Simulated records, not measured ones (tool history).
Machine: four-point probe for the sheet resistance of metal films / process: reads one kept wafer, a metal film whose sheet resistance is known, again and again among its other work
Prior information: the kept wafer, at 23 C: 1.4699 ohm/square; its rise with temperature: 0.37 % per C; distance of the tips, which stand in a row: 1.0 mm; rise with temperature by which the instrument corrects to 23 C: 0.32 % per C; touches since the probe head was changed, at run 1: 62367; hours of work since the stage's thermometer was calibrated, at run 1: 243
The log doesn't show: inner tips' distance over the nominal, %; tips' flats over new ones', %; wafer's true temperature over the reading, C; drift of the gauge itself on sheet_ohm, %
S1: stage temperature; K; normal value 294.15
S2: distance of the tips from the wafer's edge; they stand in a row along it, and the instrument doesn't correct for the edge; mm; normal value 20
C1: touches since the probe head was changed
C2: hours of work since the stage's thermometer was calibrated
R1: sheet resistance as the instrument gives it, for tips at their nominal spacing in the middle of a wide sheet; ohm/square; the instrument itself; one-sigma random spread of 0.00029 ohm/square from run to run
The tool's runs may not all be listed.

run 1 hour=0 | S1=294.15 S2=20 | C1=62367 C2=243 | R1=1.470625
run 2 hour=74.7 | S1=294.15 S2=20 | C1=64151 C2=287 | R1=1.470258
run 3 hour=157.6 | S1=294.15 S2=5 | C1=66132 C2=336 | R1=1.499669
run 4 hour=209.3 | S1=294.15 S2=5 | C1=67368 C2=366 | R1=1.499911
run 5 hour=276.7 | S1=294.15 S2=20 | C1=68980 C2=406 | R1=1.470461
run 6 hour=344.1 | S1=293.15 S2=20 | C1=70589 C2=445 | R1=1.469357
run 7 hour=404.2 | S1=293.15 S2=20 | C1=72026 C2=480 | R1=1.470165
run 8 hour=504 | S1=293.15 S2=20 | C1=74412 C2=539 | R1=1.470271
run 9 hour=579.3 | S1=293.15 S2=20 | C1=76211 C2=583 | R1=1.469944
run 10 hour=683.4 | S1=293.15 S2=20 | C1=78698 C2=644 | R1=1.469507
run 11 hour=737.3 | S1=293.15 S2=20 | C1=79987 C2=676 | R1=1.469774
run 12 hour=786.6 | S1=293.15 S2=22 | C1=81165 C2=705 | R1=1.469335
run 13 hour=863.2 | S1=294.15 S2=20 | C1=82997 C2=750 | R1=1.470721
run 14 hour=905.9 | S1=294.15 S2=20 | C1=84017 C2=775 | R1=1.470622
run 15 hour=993 | S1=294.15 S2=20 | C1=86098 C2=826 | R1=1.470016
-- hour=1081.7 new probe head fitted
run 16 hour=1089.3 | S1=294.15 S2=20 | C1=181 C2=882 | R1=1.470735
run 17 hour=1144.7 | S1=298.15 S2=4 | C1=1506 C2=915 | R1=1.519176
run 18 hour=1203.4 | S1=300.15 S2=4 | C1=2907 C2=949 | R1=1.520656
run 19 hour=1258.3 | S1=300.15 S2=4 | C1=4219 C2=982 | R1=1.520327
run 20 hour=1330.1 | S1=305.15 S2=73 | C1=5936 C2=1024 | R1=1.475851
run 21 hour=1410.3 | S1=300.15 S2=6 | C1=7853 C2=1071 | R1=1.494136
run 22 hour=1512.5 | S1=302.15 S2=6 | C1=10294 C2=1131 | R1=1.496027
run 23 hour=1589.1 | S1=302.15 S2=6 | C1=12124 C2=1176 | R1=1.495495
run 24 hour=1672.4 | S1=291.15 S2=29 | C1=14116 C2=1225 | R1=1.467656
run 25 hour=1766.3 | S1=291.15 S2=23 | C1=16360 C2=1280 | R1=1.467696
run 26 hour=1817.5 | S1=293.15 S2=13 | C1=17584 C2=1310 | R1=1.472247
run 27 hour=1899.9 | S1=293.15 S2=13 | C1=19552 C2=1358 | R1=1.472398
run 28 hour=1959.4 | S1=293.15 S2=13 | C1=20974 C2=1393 | R1=1.472298

Entry by entry between the runs, the difference in hidden state between the last listed run before and the first listed run after:
In the gap between runs 15 and 16: new probe head fitted (hour 1081.7)
  inner tips' distance over the nominal, %: 0.007 -> 0.002; tips' flats over new ones', %: 1 -> 0
